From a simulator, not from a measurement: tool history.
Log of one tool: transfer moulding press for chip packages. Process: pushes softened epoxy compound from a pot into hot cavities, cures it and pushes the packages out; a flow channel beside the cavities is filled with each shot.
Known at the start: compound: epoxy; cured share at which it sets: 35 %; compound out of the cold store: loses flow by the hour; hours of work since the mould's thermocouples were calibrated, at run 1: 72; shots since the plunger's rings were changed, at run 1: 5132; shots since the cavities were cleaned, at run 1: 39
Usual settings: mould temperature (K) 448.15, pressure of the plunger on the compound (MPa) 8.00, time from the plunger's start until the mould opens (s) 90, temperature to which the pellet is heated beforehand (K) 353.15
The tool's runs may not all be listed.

run	day	mould temperature (K)	pressure of the plunger on the compound (MPa)	time from the plunger's start until the mould opens (s)	temperature to which the pellet is heated beforehand (K)	hours of work since the mould's thermocouples were calibrated	shots since the plunger's rings were changed	shots since the cavities were cleaned	incoming compound's hours out of the cold store	length that the compound runs in the flow channel (mm)	greatest force on the pins that push the packages out (N)
1	0.000	448.15	8.00	90	353.15	72	5132	39	20.6	809	556
# day 0.521: plunger's sealing rings changed
2	0.829	448.15	8.00	90	353.15	84	111	300	8.2	859	727
3	1.429	448.15	8.00	90	353.15	95	328	517	24.8	827	793
4	2.275	448.15	9.84	90	353.15	109	632	821	13.2	936	889
# day 2.638: cavities cleaned with cleaning compound and waxed
5	3.129	448.15	9.84	90	353.15	123	918	177	40.3	889	615
6	3.967	441.15	8.00	90	353.15	138	1220	479	47.5	808	1165
7	4.588	441.15	8.00	90	353.15	148	1443	702	12.3	867	1332
# day 5.262: cavities cleaned with cleaning compound and waxed
8	5.296	441.15	8.00	90	353.15	160	1676	12	9.8	871	871
9	5.746	451.15	8.00	90	353.15	167	1838	174	18.3	821	524
10	6.800	451.15	9.94	90	353.15	186	2217	553	34.8	883	647
11	7.446	451.15	9.94	90	353.15	197	2450	786	11.7	924	729
# day 7.883: cavities cleaned with cleaning compound and waxed
12	8.112	451.15	9.94	90	353.15	207	2668	83	44.4	865	459
13	8.808	451.15	9.94	90	353.15	219	2919	334	10.0	926	600

The next listed run, before its measurement:
14	9.283	451.15	9.94	90	353.15	228	3089	504	41.1	?	?

Run 14 gave length that the compound runs in the flow channel (mm) 866, greatest force on the pins that push the packages out (N) 632.
Without the tool's hidden state the same run would have given length that the compound runs in the flow channel (mm) 886, greatest force on the pins that push the packages out (N) 424.
